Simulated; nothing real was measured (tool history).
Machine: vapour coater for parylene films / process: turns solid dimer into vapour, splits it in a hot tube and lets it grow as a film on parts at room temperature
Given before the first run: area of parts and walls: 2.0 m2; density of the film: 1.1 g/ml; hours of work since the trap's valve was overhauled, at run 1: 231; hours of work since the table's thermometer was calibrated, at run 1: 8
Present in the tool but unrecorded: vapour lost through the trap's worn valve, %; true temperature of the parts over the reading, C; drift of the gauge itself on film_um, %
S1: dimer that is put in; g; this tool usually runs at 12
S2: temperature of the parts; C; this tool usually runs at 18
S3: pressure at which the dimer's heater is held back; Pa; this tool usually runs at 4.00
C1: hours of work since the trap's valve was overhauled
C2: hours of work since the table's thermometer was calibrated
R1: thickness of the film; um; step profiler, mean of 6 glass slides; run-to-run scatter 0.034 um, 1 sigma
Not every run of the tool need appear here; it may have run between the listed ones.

run   hour  S1  S2    S3   C1   C2    R1
  1    0.0  12  18  4.00  231    8  3.89
  2   44.3  12  18  4.00  253   29  3.81
  3   87.8  12  18  4.00  274   51  3.78
  4  120.8  12  18  4.00  290   67  3.79
  5  149.9  12  18  4.00  305   81  3.79
  6  182.6  12  18  4.00  321   97  3.82
  7  237.3  12  18  4.00  347  124  3.83
  8  269.6  12  18  5.76  363  140  3.74
  9  333.7  12  18  5.76  395  172  3.67
 10  383.4   9  29  4.26  419  196  1.82
     406.9  -- trap's valve overhauled
 11  426.3  12  12  4.00   10  215  4.90
 12  491.9   9  21  3.41   42  247  2.56
 13  559.9  12  18  6.34   75  281  3.73
 14  621.3   6  18  4.00  105  311  1.87
 15  673.7   7  12  2.60  131  337  2.92
 16  739.8   7  12  2.60  164  369  2.94
 17  782.5  13  29  3.50  185  390  2.66

Here are 4 independent what-if runs from the current tool condition. What would each one return?
  A  845.4  14  26  2.07  215  421   ?
  B  845.4   8  29  3.50  215  421   ?
  C  845.4  12  18  5.44  215  421   ?
  D  845.4  20  29  3.50  215  421   ?

run    R1
  A  3.36
  B  1.63
  C  3.74
  D  4.06
Take away the tool's hidden state, keep each run's random variation, and the runs would have read:
run    R1
  A  3.37
  B  1.63
  C  3.74
  D  4.07
